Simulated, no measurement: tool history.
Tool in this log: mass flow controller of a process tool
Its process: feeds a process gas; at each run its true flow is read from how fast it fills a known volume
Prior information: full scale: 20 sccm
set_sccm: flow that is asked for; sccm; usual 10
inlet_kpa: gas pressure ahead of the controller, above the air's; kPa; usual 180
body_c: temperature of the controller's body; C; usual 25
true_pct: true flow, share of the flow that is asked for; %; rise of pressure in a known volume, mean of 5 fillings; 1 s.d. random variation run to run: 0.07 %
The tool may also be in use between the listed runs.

run,hour,set_sccm,inlet_kpa,body_c,true_pct
1,0.0,10,180,25,96.01
2,176.1,10,180,25,95.96
3,382.5,10,180,25,95.84
4,477.1,10,180,25,95.77
5,669.3,10,180,25,95.63
6,825.5,10,180,25,95.74
7,972.4,10,180,25,95.63
8,1143.8,10,180,25,95.56
9,1230.1,10,180,25,95.51
10,1414.8,10,180,25,95.43
11,1573.3,10,180,25,95.40
12,1756.9,10,180,25,95.32
13,1852.9,10,180,25,95.19
14,2028.2,10,180,25,95.24
15,2229.1,4,263,37,90.61
16,2351.6,15,264,37,95.75
17,2529.6,8,230,40,93.50
18,2692.9,8,259,27,93.76
19,2867.0,10,180,39,94.29
20,2996.7,9,180,33,94.19

The next listed run, before its measurement:
21,3149.4,13,180,25,?

true_pct: 95.63 %
The same run, on a tool lacking any hidden state, would have yielded true_pct 99.20 %.
